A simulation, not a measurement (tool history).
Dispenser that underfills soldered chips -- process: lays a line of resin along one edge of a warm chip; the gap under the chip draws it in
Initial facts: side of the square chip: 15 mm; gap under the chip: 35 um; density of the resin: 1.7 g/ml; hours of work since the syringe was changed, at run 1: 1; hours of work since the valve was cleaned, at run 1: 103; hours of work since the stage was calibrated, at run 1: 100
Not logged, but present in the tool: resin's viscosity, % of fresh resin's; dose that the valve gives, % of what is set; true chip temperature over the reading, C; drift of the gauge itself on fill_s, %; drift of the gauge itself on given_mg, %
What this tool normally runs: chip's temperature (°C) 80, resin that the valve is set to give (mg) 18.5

run,hour,chip's temperature (°C),resin that the valve is set to give (mg),hours of work since the syringe was changed,hours of work since the valve was cleaned,hours of work since the stage was calibrated,time until the resin shows at the far edge (s),resin that the valve gave (mg)
1,0.0,80,18.5,1,103,100,227.6,17.10
2,5.0,80,18.5,4,107,104,264.8,17.18
3,8.6,80,18.5,7,109,106,292.5,16.86
4,13.1,85,18.5,10,112,110,260.7,16.89
# hour 15.1: new syringe of resin
5,17.5,85,18.5,2,115,113,184.0,16.83
6,23.7,85,18.5,6,120,117,227.1,16.74
7,26.9,85,18.5,9,122,119,237.9,16.66
# hour 30.9: new syringe of resin
# hour 32.9: dispensing valve cleaned and set on the balance
8,34.5,80,18.5,2,1,124,240.3,18.61
9,37.5,80,18.5,4,3,126,261.2,18.38
10,43.8,86,18.5,9,8,131,231.0,18.58
# hour 48.1: new syringe of resin
11,50.5,86,18.5,2,13,135,179.1,18.37
12,56.3,80,18.5,6,17,140,287.3,18.34
13,59.6,80,18.5,8,19,142,315.4,18.29
# hour 64.4: new syringe of resin
14,65.1,80,18.5,0,23,146,234.8,18.25
15,68.7,68,18.5,3,26,148,484.1,18.13
16,74.1,68,18.5,7,30,152,558.9,18.28
17,76.9,78,18.5,9,32,154,365.4,18.00
# hour 80.6: new syringe of resin
18,80.6,78,18.5,0,34,157,258.0,18.24
19,85.4,71,18.7,4,38,160,416.8,18.12
20,91.1,73,22.3,8,42,165,424.2,21.46
21,93.7,91,21.1,10,44,166,192.7,20.56
# hour 96.7: new syringe of resin
22,96.8,65,22.8,0,46,169,499.5,22.02
23,100.2,80,15.9,3,48,171,273.1,15.36
24,103.7,74,18.2,5,51,174,393.1,17.49
25,109.6,67,21.5,9,55,178,640.7,20.72
# hour 112.7: new syringe of resin
26,114.2,86,18.6,1,58,181,177.5,17.68
27,120.2,73,16.3,5,62,185,431.3,15.56
28,124.1,70,16.6,8,65,188,556.7,15.85
# hour 128.6: new syringe of resin
29,129.0,88,21.5,0,69,192,153.8,20.47
30,132.3,88,21.5,3,71,194,167.7,20.19
31,136.8,87,16.1,6,74,197,219.8,15.10
32,140.4,87,16.5,9,77,200,239.8,15.61
# hour 144.6: new syringe of resin
33,145.5,84,22.9,1,80,203,189.9,21.49
34,150.4,80,19.9,4,84,207,275.9,18.58
35,156.6,89,22.0,9,88,211,207.3,20.61

Forecast each of these 5 alternatives for the next run:
# hour 160.4: new syringe of resin
A,163.0,89,18.9,2,93,216,?,?
# hour 160.4: new syringe of resin
B,163.0,69,22.0,2,93,216,?,?
# hour 160.4: new syringe of resin
C,163.0,66,18.9,2,93,216,?,?
# hour 160.4: new syringe of resin
D,163.0,81,22.3,2,93,216,?,?
# hour 160.4: new syringe of resin
E,163.0,74,16.4,2,93,216,?,?

run,time until the resin shows at the far edge (s),resin that the valve gave (mg)
A,165.0,17.57
B,427.2,20.41
C,528.7,17.58
D,234.4,20.53
E,363.7,15.18
With the hidden condition removed and each run's random variation left untouched, the same runs would have given:
run,time until the resin shows at the far edge (s),resin that the valve gave (mg)
A,141.4,18.92
B,366.8,21.97
C,449.2,18.93
D,202.4,22.10
E,306.2,16.35
